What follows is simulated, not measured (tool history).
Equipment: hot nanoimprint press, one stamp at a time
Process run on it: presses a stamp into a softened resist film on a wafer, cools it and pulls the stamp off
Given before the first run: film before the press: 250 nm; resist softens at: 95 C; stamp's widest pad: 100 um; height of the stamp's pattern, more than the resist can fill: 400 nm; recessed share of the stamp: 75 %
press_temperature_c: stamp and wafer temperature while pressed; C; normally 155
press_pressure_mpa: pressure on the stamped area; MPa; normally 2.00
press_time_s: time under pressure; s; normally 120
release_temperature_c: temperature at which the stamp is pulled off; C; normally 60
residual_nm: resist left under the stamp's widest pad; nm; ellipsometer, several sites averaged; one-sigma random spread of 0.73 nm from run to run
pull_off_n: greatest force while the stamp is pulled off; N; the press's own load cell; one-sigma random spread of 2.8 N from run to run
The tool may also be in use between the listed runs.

run	hour	press_temperature_c	press_pressure_mpa	press_time_s	release_temperature_c	residual_nm	pull_off_n
1	0.0	155	2.00	120	60	90.2	164
2	24.3	155	2.00	120	60	89.0	163
3	37.7	155	2.00	120	60	91.6	171
4	54.9	155	2.00	120	60	89.1	168
5	78.8	155	2.00	230	60	68.9	167
6	93.1	155	2.00	230	60	68.3	171
# hour 106.8: stamp cleaned and given a new release coat
7	116.9	155	2.00	120	59	89.9	131
8	131.6	155	2.00	120	59	89.7	135
9	151.2	155	2.00	120	59	90.8	141
10	177.9	155	2.00	120	59	92.1	144
11	195.1	159	2.00	120	59	72.9	145
12	225.2	159	2.00	120	59	73.1	147
13	243.8	166	2.00	120	59	49.0	153
14	268.6	166	2.00	120	59	50.2	149
15	290.3	166	2.00	120	59	50.1	151
16	317.7	155	1.32	120	52	113.4	175
17	333.8	154	2.00	120	56	99.0	173
18	358.1	164	2.73	134	64	44.8	149
19	377.6	155	2.22	179	51	75.2	184
20	392.4	155	2.22	179	51	74.6	186
21	405.8	155	2.22	136	64	85.5	165
# hour 420.6: stamp cleaned and given a new release coat
22	442.3	147	2.21	105	53	147.2	146
23	469.9	147	3.04	105	57	129.5	144
24	497.4	159	2.00	166	60	65.5	141
25	526.4	155	2.29	83	60	101.9	141
26	550.7	163	2.29	83	63	66.6	143
27	580.3	165	2.29	61	53	68.1	169

Run by run, hidden condition taken away, random variation retained:
What the log doesn't record here: true temperature over the reading, C; pressure that arrives at the usual setting, %; grip of the stamp's worn release coat, % over a new coat's; drift of the gauge itself on residual_nm, %; drift of the gauge itself on pull_off_n, %.
run	residual_nm	pull_off_n
1	89.4	136
2	88.0	132
3	90.4	137
4	87.8	132
5	67.7	129
6	67.0	131
7	88.1	129
8	87.8	131
9	88.7	135
10	89.7	133
11	70.9	133
12	70.9	131
13	47.5	134
14	48.6	127
15	48.3	127
16	109.3	143
17	94.9	140
18	42.8	118
19	71.5	143
20	70.8	143
21	81.3	125
22	140.4	141
23	122.2	136
24	61.7	129
25	95.8	125
26	62.5	125
27	63.9	144
